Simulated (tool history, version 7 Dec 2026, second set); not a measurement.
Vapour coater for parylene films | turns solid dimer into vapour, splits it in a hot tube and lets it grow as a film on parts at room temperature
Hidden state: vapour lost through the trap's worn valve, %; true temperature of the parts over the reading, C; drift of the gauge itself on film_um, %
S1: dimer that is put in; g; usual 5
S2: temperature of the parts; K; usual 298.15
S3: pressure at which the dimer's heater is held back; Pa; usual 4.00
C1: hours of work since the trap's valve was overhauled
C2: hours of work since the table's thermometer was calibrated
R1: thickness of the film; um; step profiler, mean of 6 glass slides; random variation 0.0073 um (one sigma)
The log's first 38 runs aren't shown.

At day 40.850: trap's valve overhauled.
Run 39, day 41.533: usual settings but S2 295.15 K, S3 6.87 Pa; C1 9; C2 957. Result: R1 0.928 um.
Run 40, day 42.750: usual settings but S1 6 g, S2 308.15 K; C1 26; C2 973. Result: R1 0.760 um.
Run 41, day 43.992: usual settings but S1 4 g, S2 308.15 K; C1 43; C2 990. Result: R1 0.514 um.
Run 42, day 44.908: usual settings but S1 4 g, S2 305.15 K, S3 5.24 Pa; C1 55; C2 1003. Result: R1 0.551 um.
Run 43, day 45.825: usual settings but S1 6 g, S2 299.15 K, S3 3.62 Pa; C1 68; C2 1015. Result: R1 1.015 um.
Run 44, day 46.967: usual settings but S1 4 g, S2 303.15 K, S3 2.34 Pa; C1 83; C2 1031. Result: R1 0.609 um.
Run 45, day 48.433: usual settings but S1 2 g, S2 291.15 K; C1 103; C2 1051. Result: R1 0.427 um.
Run 46, day 49.296: usual settings but S1 9 g, S2 292.15 K, S3 7.18 Pa; C1 115; C2 1063. Result: R1 1.840 um.
Run 47, day 49.967: usual settings but S1 9 g, S2 292.15 K, S3 7.18 Pa; C1 124; C2 1072. Result: R1 1.835 um.

Forecast each of these 4 alternatives for the next run:
Run A, day 51.471: usual settings but S1 3 g, S2 292.15 K, S3 2.09 Pa; C1 145; C2 1092. Result: R1 ?.
Run B, day 51.471: usual settings but S1 9 g, S2 304.15 K, S3 7.18 Pa; C1 145; C2 1092. Result: R1 ?.
Run C, day 51.471: usual settings but S1 8 g, S2 302.15 K; C1 145; C2 1092. Result: R1 ?.
Run D, day 51.471: usual settings but S1 3 g, S2 306.15 K, S3 2.25 Pa; C1 145; C2 1092. Result: R1 ?.

run     R1
  A  0.647
  B  1.244
  C  1.233
  D  0.408
Without the tool's hidden state the same runs would have given:
run     R1
  A  0.647
  B  1.245
  C  1.234
  D  0.408
